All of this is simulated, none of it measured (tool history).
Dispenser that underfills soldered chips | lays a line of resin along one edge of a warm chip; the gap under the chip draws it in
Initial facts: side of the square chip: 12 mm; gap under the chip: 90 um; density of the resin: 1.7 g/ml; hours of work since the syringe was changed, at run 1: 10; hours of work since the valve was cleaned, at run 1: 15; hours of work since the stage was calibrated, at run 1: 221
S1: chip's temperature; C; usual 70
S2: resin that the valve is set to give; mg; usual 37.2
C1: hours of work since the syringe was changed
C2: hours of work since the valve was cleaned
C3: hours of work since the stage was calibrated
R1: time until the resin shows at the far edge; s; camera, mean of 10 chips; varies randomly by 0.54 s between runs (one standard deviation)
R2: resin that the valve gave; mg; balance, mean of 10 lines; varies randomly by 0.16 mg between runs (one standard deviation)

Run 1, hour 0: usual settings; C1 10; C2 15; C3 221. Result: R1 79.9 s, R2 37.29 mg.
At hour 2.1: new syringe of resin.
Run 2, hour 5.1: usual settings; C1 2; C2 19; C3 225. Result: R1 50.2 s, R2 36.76 mg.
Run 3, hour 15.4: usual settings; C1 11; C2 27; C3 233. Result: R1 83.2 s, R2 36.71 mg.
At hour 16.2: new syringe of resin.
Run 4, hour 23.4: usual settings but S2 43.3 mg; C1 6; C2 33; C3 239. Result: R1 61.5 s, R2 42.35 mg.
At hour 30.1: new syringe of resin.
Run 5, hour 30.1: usual settings but S2 33.6 mg; C1 0; C2 38; C3 244. Result: R1 44.5 s, R2 32.95 mg.
Run 6, hour 38.4: usual settings but S1 82 C, S2 33.6 mg; C1 7; C2 45; C3 251. Result: R1 46.7 s, R2 32.65 mg.
At hour 44.1: new syringe of resin.
Run 7, hour 44.3: usual settings but S1 82 C, S2 33.6 mg; C1 0; C2 49; C3 256. Result: R1 30.9 s, R2 32.76 mg.
Run 8, hour 53.5: usual settings but S1 82 C, S2 33.6 mg; C1 8; C2 57; C3 263. Result: R1 49.7 s, R2 32.67 mg.
At hour 58.7: new syringe of resin.
Run 9, hour 59.6: usual settings but S1 82 C, S2 33.6 mg; C1 1; C2 61; C3 267. Result: R1 32.2 s, R2 32.71 mg.
Run 10, hour 66.6: usual settings but S1 69 C; C1 6; C2 67; C3 273. Result: R1 68 s, R2 35.76 mg.
At hour 73.4: new syringe of resin.
Run 11, hour 76.9: usual settings but S1 77 C; C1 3; C2 75; C3 281. Result: R1 41.9 s, R2 35.74 mg.
Run 12, hour 81.7: usual settings; C1 7; C2 79; C3 285. Result: R1 66.8 s, R2 35.81 mg.
Run 13, hour 86.9: usual settings but S1 64 C; C1 11; C2 83; C3 289. Result: R1 102.7 s, R2 35.69 mg.
At hour 87.9: new syringe of resin.
Run 14, hour 92.5: usual settings but S2 40.5 mg; C1 4; C2 87; C3 293. Result: R1 55.1 s, R2 38.89 mg.
Run 15, hour 98.8: usual settings but S2 40.5 mg; C1 9; C2 92; C3 298. Result: R1 74.2 s, R2 38.96 mg.
At hour 101.9: new syringe of resin.
Run 16, hour 104.2: usual settings but S2 40.5 mg; C1 2; C2 96; C3 302. Result: R1 47.8 s, R2 38.48 mg.
Run 17, hour 114.8: usual settings but S1 63 C, S2 32.2 mg; C1 10; C2 104; C3 311. Result: R1 106.5 s, R2 30.48 mg.
At hour 115.9: new syringe of resin.
Run 18, hour 121.6: usual settings but S1 80 C, S2 43.4 mg; C1 5; C2 110; C3 316. Result: R1 42.7 s, R2 40.97 mg.
Run 19, hour 127.8: usual settings but S1 74 C, S2 33.2 mg; C1 9; C2 115; C3 321. Result: R1 70 s, R2 31.36 mg.
At hour 130.2: new syringe of resin.
At hour 132.8: dispensing valve cleaned and set on the balance.
Run 20, hour 135.8: usual settings but S1 74 C, S2 33.2 mg; C1 4; C2 2; C3 326. Result: R1 49.2 s, R2 33.52 mg.

Run 21 comes next. What will it give?
At hour 145.6: new syringe of resin.
Run 21, hour 146.9: usual settings but S1 81 C, S2 40.1 mg; C1 1; C2 11; C3 335. Result: R1 ?, R2 ?.

R1: 32.8 s
R2: 40.09 mg
Had the tool carried no hidden state, the very same run would have given R1 31.6 s, R2 40.28 mg.
